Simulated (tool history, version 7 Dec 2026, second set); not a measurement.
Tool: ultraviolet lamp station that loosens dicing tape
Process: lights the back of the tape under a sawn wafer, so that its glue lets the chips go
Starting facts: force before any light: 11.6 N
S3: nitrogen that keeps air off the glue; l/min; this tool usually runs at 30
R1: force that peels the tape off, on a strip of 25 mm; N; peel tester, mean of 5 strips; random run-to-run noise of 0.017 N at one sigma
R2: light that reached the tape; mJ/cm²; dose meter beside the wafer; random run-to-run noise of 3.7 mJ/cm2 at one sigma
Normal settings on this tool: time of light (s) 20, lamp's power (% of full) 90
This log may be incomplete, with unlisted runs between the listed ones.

{"run": 1, "hour": 0.0, "time of light (s)": 20, "lamp's power (% of full)": 90, "S3": 30, "R1": 0.847, "R2": 633}
{"run": 2, "hour": 28.1, "time of light (s)": 20, "lamp's power (% of full)": 90, "S3": 30, "R1": 0.84, "R2": 632}
{"run": 3, "hour": 44.7, "time of light (s)": 20, "lamp's power (% of full)": 90, "S3": 30, "R1": 0.832, "R2": 628}
{"run": 4, "hour": 73.7, "time of light (s)": 20, "lamp's power (% of full)": 90, "S3": 30, "R1": 0.786, "R2": 633}
{"run": 5, "hour": 89.1, "time of light (s)": 20, "lamp's power (% of full)": 90, "S3": 30, "R1": 0.819, "R2": 628}
{"run": 6, "hour": 115.7, "time of light (s)": 20, "lamp's power (% of full)": 90, "S3": 30, "R1": 0.843, "R2": 633}
{"run": 7, "hour": 136.1, "time of light (s)": 16, "lamp's power (% of full)": 90, "S3": 30, "R1": 1.292, "R2": 498}
{"run": 8, "hour": 148.4, "time of light (s)": 16, "lamp's power (% of full)": 90, "S3": 30, "R1": 1.299, "R2": 503}
{"run": 9, "hour": 160.9, "time of light (s)": 20, "lamp's power (% of full)": 90, "S3": 30, "R1": 0.827, "R2": 624}
{"run": 10, "hour": 184.3, "time of light (s)": 20, "lamp's power (% of full)": 90, "S3": 30, "R1": 0.833, "R2": 623}
{"run": 11, "hour": 213.1, "time of light (s)": 20, "lamp's power (% of full)": 90, "S3": 30, "R1": 0.858, "R2": 631}
{"run": 12, "hour": 226.1, "time of light (s)": 20, "lamp's power (% of full)": 90, "S3": 30, "R1": 0.847, "R2": 619}
{"hour": 240.5, "done": "window cleaned of glue's vapour"}
{"run": 13, "hour": 247.8, "time of light (s)": 20, "lamp's power (% of full)": 90, "S3": 30, "R1": 0.823, "R2": 632}
{"run": 14, "hour": 262.1, "time of light (s)": 20, "lamp's power (% of full)": 97, "S3": 12, "R1": 1.529, "R2": 670}
{"run": 15, "hour": 283.5, "time of light (s)": 14, "lamp's power (% of full)": 64, "S3": 10, "R1": 4.634, "R2": 309}
{"run": 16, "hour": 297.2, "time of light (s)": 14, "lamp's power (% of full)": 64, "S3": 10, "R1": 4.778, "R2": 309}
{"run": 17, "hour": 309.8, "time of light (s)": 14, "lamp's power (% of full)": 64, "S3": 10, "R1": 4.655, "R2": 310}
{"run": 18, "hour": 336.2, "time of light (s)": 14, "lamp's power (% of full)": 64, "S3": 10, "R1": 4.728, "R2": 310}
{"run": 19, "hour": 355.4, "time of light (s)": 20, "lamp's power (% of full)": 96, "S3": 12, "R1": 1.515, "R2": 663}
{"run": 20, "hour": 379.6, "time of light (s)": 12, "lamp's power (% of full)": 96, "S3": 40, "R1": 1.582, "R2": 393}
{"run": 21, "hour": 393.0, "time of light (s)": 12, "lamp's power (% of full)": 96, "S3": 40, "R1": 1.583, "R2": 397}
{"run": 22, "hour": 413.0, "time of light (s)": 12, "lamp's power (% of full)": 96, "S3": 40, "R1": 1.557, "R2": 399}
{"run": 23, "hour": 436.9, "time of light (s)": 12, "lamp's power (% of full)": 96, "S3": 40, "R1": 1.625, "R2": 396}
{"run": 24, "hour": 449.0, "time of light (s)": 12, "lamp's power (% of full)": 75, "S3": 40, "R1": 2.445, "R2": 312}
{"run": 25, "hour": 467.7, "time of light (s)": 20, "lamp's power (% of full)": 90, "S3": 10, "R1": 2.077, "R2": 622}
{"run": 26, "hour": 479.6, "time of light (s)": 20, "lamp's power (% of full)": 90, "S3": 10, "R1": 2.046, "R2": 613}

For some of the steps in R2 from one run to the next: how much would appear even if the tool had no hidden state, given the settings, what came in and random variation, and how much remains for the hidden state plus any gauge scatter that the measured result and the result without hidden state don't share?
The hidden state here: lamp's light, % of a new lamp's; light that the window lets through, % of a clean one's; drift of the gauge itself on peel_n, %; drift of the gauge itself on dose_mj_cm2, %.
Run 14 -> 15: time of light (s) 20 -> 14, lamp's power (% of full) 97 -> 64, S3 12 -> 10. R2 -361 mJ/cm²: hidden state +5, all else -366.
Run 18 -> 19: time of light (s) 14 -> 20, lamp's power (% of full) 64 -> 96, S3 10 -> 12. R2 +353 mJ/cm²: hidden state -5, all else +358.
Run 24 -> 25: time of light (s) 12 -> 20, lamp's power (% of full) 75 -> 90, S3 40 -> 10. R2 +310 mJ/cm²: hidden state -8, all else +318.
